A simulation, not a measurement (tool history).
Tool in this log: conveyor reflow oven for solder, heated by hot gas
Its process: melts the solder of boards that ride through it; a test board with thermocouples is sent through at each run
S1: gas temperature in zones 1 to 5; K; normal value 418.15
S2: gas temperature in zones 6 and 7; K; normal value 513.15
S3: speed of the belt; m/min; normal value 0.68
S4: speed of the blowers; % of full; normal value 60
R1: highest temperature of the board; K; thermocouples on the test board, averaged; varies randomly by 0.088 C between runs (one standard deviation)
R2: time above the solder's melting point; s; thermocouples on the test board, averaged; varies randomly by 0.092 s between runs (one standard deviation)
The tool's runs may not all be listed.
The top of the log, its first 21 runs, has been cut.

run,hour,S1,S2,S3,S4,R1,R2
22,617.7,422.15,513.15,0.595,72,501.73,73.74
23,636.4,422.15,523.15,0.595,72,510.65,78.27
24,653.2,422.15,523.15,0.595,72,510.47,78.42
25,690.5,408.15,523.15,0.62,51,503.33,66.67
26,714.8,418.15,504.15,0.552,60,493.25,72.71
27,746.6,428.15,513.15,0.68,60,496.91,64.17
28,771.4,419.15,516.15,0.795,60,491.58,47.78
29,794.8,419.15,516.15,0.795,60,491.48,47.67
# hour 804.9: flux residue cleaned out of gas plates and filters
30,836.4,428.15,528.15,0.693,60,511.82,70.17
31,858.7,428.15,528.15,0.693,60,511.78,70.33
32,883.4,428.15,516.15,0.629,60,504.17,73.63

What if the next run were any one of these 3? Each begins from the tool's condition after run 32:
A,922,422.15,516.15,0.713,62,?,?
B,922,428.15,516.15,0.544,60,?,?
C,922,414.15,513.15,0.598,51,?,?

run,R1,R2
A,499.5,60.44
B,507.85,87.05
C,499.13,68.88
Stripped of hidden state, with their random variation kept, the same runs would have yielded:
run,R1,R2
A,498.23,58.58
B,506.49,84.73
C,497.75,66.66
